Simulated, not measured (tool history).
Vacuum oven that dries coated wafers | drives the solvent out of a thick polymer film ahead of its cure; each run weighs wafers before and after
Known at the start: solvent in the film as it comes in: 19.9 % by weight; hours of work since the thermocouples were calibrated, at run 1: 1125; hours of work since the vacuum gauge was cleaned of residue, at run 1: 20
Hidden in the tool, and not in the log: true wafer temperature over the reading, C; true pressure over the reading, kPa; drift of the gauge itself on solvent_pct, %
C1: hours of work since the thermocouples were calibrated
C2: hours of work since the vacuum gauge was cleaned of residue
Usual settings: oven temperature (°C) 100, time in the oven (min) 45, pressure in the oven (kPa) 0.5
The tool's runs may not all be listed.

{"run": 1, "day": 0.0, "oven temperature (°C)": 100, "time in the oven (min)": 45, "pressure in the oven (kPa)": 0.5, "C1": 1125, "C2": 20, "solvent left in the film (%)": 3.97}
{"run": 2, "day": 0.229, "oven temperature (°C)": 100, "time in the oven (min)": 46, "pressure in the oven (kPa)": 0.5, "C1": 1128, "C2": 23, "solvent left in the film (%)": 3.84}
{"run": 3, "day": 0.467, "oven temperature (°C)": 100, "time in the oven (min)": 46, "pressure in the oven (kPa)": 0.5, "C1": 1131, "C2": 26, "solvent left in the film (%)": 3.84}
{"run": 4, "day": 0.817, "oven temperature (°C)": 100, "time in the oven (min)": 58, "pressure in the oven (kPa)": 0.5, "C1": 1135, "C2": 30, "solvent left in the film (%)": 2.78}
{"run": 5, "day": 1.142, "oven temperature (°C)": 100, "time in the oven (min)": 58, "pressure in the oven (kPa)": 0.5, "C1": 1139, "C2": 34, "solvent left in the film (%)": 2.71}
{"run": 6, "day": 1.479, "oven temperature (°C)": 100, "time in the oven (min)": 45, "pressure in the oven (kPa)": 0.5, "C1": 1143, "C2": 38, "solvent left in the film (%)": 3.89}
{"run": 7, "day": 1.788, "oven temperature (°C)": 100, "time in the oven (min)": 45, "pressure in the oven (kPa)": 0.5, "C1": 1147, "C2": 42, "solvent left in the film (%)": 3.95}
{"run": 8, "day": 2.275, "oven temperature (°C)": 100, "time in the oven (min)": 45, "pressure in the oven (kPa)": 1.991, "C1": 1153, "C2": 48, "solvent left in the film (%)": 5.21}
{"run": 9, "day": 2.504, "oven temperature (°C)": 100, "time in the oven (min)": 45, "pressure in the oven (kPa)": 0.5, "C1": 1156, "C2": 51, "solvent left in the film (%)": 4.08}
{"run": 10, "day": 2.879, "oven temperature (°C)": 100, "time in the oven (min)": 25, "pressure in the oven (kPa)": 0.5, "C1": 1160, "C2": 55, "solvent left in the film (%)": 7.33}
{"run": 11, "day": 3.142, "oven temperature (°C)": 100, "time in the oven (min)": 25, "pressure in the oven (kPa)": 0.5, "C1": 1163, "C2": 58, "solvent left in the film (%)": 7.19}
{"run": 12, "day": 3.579, "oven temperature (°C)": 100, "time in the oven (min)": 25, "pressure in the oven (kPa)": 0.5, "C1": 1169, "C2": 64, "solvent left in the film (%)": 7.38}
{"run": 13, "day": 3.812, "oven temperature (°C)": 94, "time in the oven (min)": 49, "pressure in the oven (kPa)": 0.5, "C1": 1171, "C2": 67, "solvent left in the film (%)": 5.14}
{"run": 14, "day": 4.083, "oven temperature (°C)": 94, "time in the oven (min)": 49, "pressure in the oven (kPa)": 0.5, "C1": 1175, "C2": 70, "solvent left in the film (%)": 5.27}
{"run": 15, "day": 4.504, "oven temperature (°C)": 115, "time in the oven (min)": 79, "pressure in the oven (kPa)": 0.742, "C1": 1180, "C2": 75, "solvent left in the film (%)": 0.66}
{"run": 16, "day": 4.858, "oven temperature (°C)": 100, "time in the oven (min)": 33, "pressure in the oven (kPa)": 1.474, "C1": 1184, "C2": 79, "solvent left in the film (%)": 6.31}
{"run": 17, "day": 5.125, "oven temperature (°C)": 100, "time in the oven (min)": 33, "pressure in the oven (kPa)": 1.474, "C1": 1187, "C2": 83, "solvent left in the film (%)": 6.39}
{"day": 5.229, "done": "oven's thermocouples calibrated"}
{"run": 18, "day": 5.567, "oven temperature (°C)": 99, "time in the oven (min)": 27, "pressure in the oven (kPa)": 0.638, "C1": 4, "C2": 87, "solvent left in the film (%)": 7.43}
{"run": 19, "day": 5.875, "oven temperature (°C)": 110, "time in the oven (min)": 37, "pressure in the oven (kPa)": 0.472, "C1": 8, "C2": 91, "solvent left in the film (%)": 2.78}
{"run": 20, "day": 6.162, "oven temperature (°C)": 86, "time in the oven (min)": 49, "pressure in the oven (kPa)": 0.5, "C1": 11, "C2": 94, "solvent left in the film (%)": 7.53}
{"run": 21, "day": 6.521, "oven temperature (°C)": 86, "time in the oven (min)": 49, "pressure in the oven (kPa)": 0.5, "C1": 16, "C2": 99, "solvent left in the film (%)": 7.56}
{"day": 6.683, "done": "oven's thermocouples calibrated, once more"}
{"run": 22, "day": 6.904, "oven temperature (°C)": 86, "time in the oven (min)": 49, "pressure in the oven (kPa)": 0.5, "C1": 3, "C2": 102, "solvent left in the film (%)": 7.02}
{"run": 23, "day": 7.138, "oven temperature (°C)": 86, "time in the oven (min)": 49, "pressure in the oven (kPa)": 0.5, "C1": 6, "C2": 105, "solvent left in the film (%)": 7.13}
{"run": 24, "day": 7.429, "oven temperature (°C)": 86, "time in the oven (min)": 49, "pressure in the oven (kPa)": 0.5, "C1": 9, "C2": 109, "solvent left in the film (%)": 6.94}

Forecast each of these 5 alternatives for the next run:
{"run": "A", "day": 7.833, "oven temperature (°C)": 110, "time in the oven (min)": 25, "pressure in the oven (kPa)": 0.5, "C1": 14, "C2": 113, "solvent left in the film (%)": "?"}
{"run": "B", "day": 7.833, "oven temperature (°C)": 97, "time in the oven (min)": 46, "pressure in the oven (kPa)": 0.269, "C1": 14, "C2": 113, "solvent left in the film (%)": "?"}
{"run": "C", "day": 7.833, "oven temperature (°C)": 98, "time in the oven (min)": 42, "pressure in the oven (kPa)": 0.5, "C1": 14, "C2": 113, "solvent left in the film (%)": "?"}
{"run": "D", "day": 7.833, "oven temperature (°C)": 107, "time in the oven (min)": 49, "pressure in the oven (kPa)": 0.29, "C1": 14, "C2": 113, "solvent left in the film (%)": "?"}
{"run": "E", "day": 7.833, "oven temperature (°C)": 100, "time in the oven (min)": 61, "pressure in the oven (kPa)": 0.5, "C1": 14, "C2": 113, "solvent left in the film (%)": "?"}

run=A solvent_left_in_the_film_(%)=4.37
run=B solvent_left_in_the_film_(%)=4.05
run=C solvent_left_in_the_film_(%)=4.46
run=D solvent_left_in_the_film_(%)=1.68
run=E solvent_left_in_the_film_(%)=2.25
Without the tool's hidden state the same runs would have given:
run=A solvent_left_in_the_film_(%)=4.37
run=B solvent_left_in_the_film_(%)=4.03
run=C solvent_left_in_the_film_(%)=4.44
run=D solvent_left_in_the_film_(%)=1.66
run=E solvent_left_in_the_film_(%)=2.22

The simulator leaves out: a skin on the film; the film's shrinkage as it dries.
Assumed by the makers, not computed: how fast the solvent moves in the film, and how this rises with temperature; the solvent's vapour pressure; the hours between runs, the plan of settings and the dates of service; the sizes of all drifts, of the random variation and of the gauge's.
